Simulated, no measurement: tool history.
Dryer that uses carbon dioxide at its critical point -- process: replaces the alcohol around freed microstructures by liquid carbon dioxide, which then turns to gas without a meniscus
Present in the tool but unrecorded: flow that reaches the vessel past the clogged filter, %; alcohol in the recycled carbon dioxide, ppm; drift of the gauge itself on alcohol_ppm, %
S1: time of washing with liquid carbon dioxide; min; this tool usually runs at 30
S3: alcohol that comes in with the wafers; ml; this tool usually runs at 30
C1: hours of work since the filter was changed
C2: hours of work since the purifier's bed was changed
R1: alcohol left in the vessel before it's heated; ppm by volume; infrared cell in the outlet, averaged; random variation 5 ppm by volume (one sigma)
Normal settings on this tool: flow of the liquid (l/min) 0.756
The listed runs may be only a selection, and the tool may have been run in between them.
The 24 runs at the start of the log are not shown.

run 25 hour=916.8 | S1=19 flow_of_the_liquid_(l/min)=0.756 S3=30 | C1=194 C2=276 | R1=359
run 26 hour=956.5 | S1=38 flow_of_the_liquid_(l/min)=1.122 S3=30 | C1=224 C2=306 | R1=50
run 27 hour=1000.2 | S1=38 flow_of_the_liquid_(l/min)=1.122 S3=30 | C1=257 C2=339 | R1=45
run 28 hour=1029.8 | S1=38 flow_of_the_liquid_(l/min)=1.122 S3=114 | C1=279 C2=362 | R1=49
run 29 hour=1057.3 | S1=20 flow_of_the_liquid_(l/min)=0.875 S3=60 | C1=300 C2=383 | R1=383
run 30 hour=1100.4 | S1=30 flow_of_the_liquid_(l/min)=0.61 S3=30 | C1=333 C2=415 | R1=208
run 31 hour=1142.3 | S1=30 flow_of_the_liquid_(l/min)=0.487 S3=81 | C1=364 C2=447 | R1=938
run 32 hour=1187.4 | S1=30 flow_of_the_liquid_(l/min)=0.487 S3=81 | C1=399 C2=481 | R1=983
-- hour=1214.7 inlet filter changed
run 33 hour=1226.7 | S1=39 flow_of_the_liquid_(l/min)=1.19 S3=81 | C1=9 C2=510 | R1=81
run 34 hour=1249.6 | S1=42 flow_of_the_liquid_(l/min)=0.797 S3=81 | C1=26 C2=527 | R1=76
run 35 hour=1278.7 | S1=42 flow_of_the_liquid_(l/min)=0.797 S3=81 | C1=48 C2=549 | R1=85
run 36 hour=1307.5 | S1=30 flow_of_the_liquid_(l/min)=0.845 S3=46 | C1=70 C2=571 | R1=109
run 37 hour=1335.3 | S1=30 flow_of_the_liquid_(l/min)=0.845 S3=46 | C1=91 C2=592 | R1=117
run 38 hour=1371.6 | S1=30 flow_of_the_liquid_(l/min)=0.754 S3=46 | C1=119 C2=619 | R1=164
run 39 hour=1416.1 | S1=19 flow_of_the_liquid_(l/min)=0.756 S3=22 | C1=152 C2=653 | R1=313
run 40 hour=1442.5 | S1=19 flow_of_the_liquid_(l/min)=1.252 S3=94 | C1=172 C2=673 | R1=205
run 41 hour=1470.6 | S1=44 flow_of_the_liquid_(l/min)=0.572 S3=107 | C1=193 C2=694 | R1=198
run 42 hour=1513.7 | S1=44 flow_of_the_liquid_(l/min)=0.572 S3=107 | C1=226 C2=727 | R1=200
run 43 hour=1537 | S1=21 flow_of_the_liquid_(l/min)=0.557 S3=96 | C1=244 C2=744 | R1=1927
run 44 hour=1578.5 | S1=26 flow_of_the_liquid_(l/min)=0.893 S3=54 | C1=275 C2=776 | R1=194
run 45 hour=1613.6 | S1=20 flow_of_the_liquid_(l/min)=0.756 S3=30 | C1=302 C2=802 | R1=389
run 46 hour=1663.9 | S1=20 flow_of_the_liquid_(l/min)=0.756 S3=30 | C1=340 C2=840 | R1=387

Run 47 has not been measured yet. What should we expect?
run 47 hour=1708.6 | S1=25 flow_of_the_liquid_(l/min)=0.55 S3=30 | C1=373 C2=874 | R1=?

R1: 525 ppm by volume
Minus the tool's unlogged condition, the same run would have read R1 339 ppm by volume.

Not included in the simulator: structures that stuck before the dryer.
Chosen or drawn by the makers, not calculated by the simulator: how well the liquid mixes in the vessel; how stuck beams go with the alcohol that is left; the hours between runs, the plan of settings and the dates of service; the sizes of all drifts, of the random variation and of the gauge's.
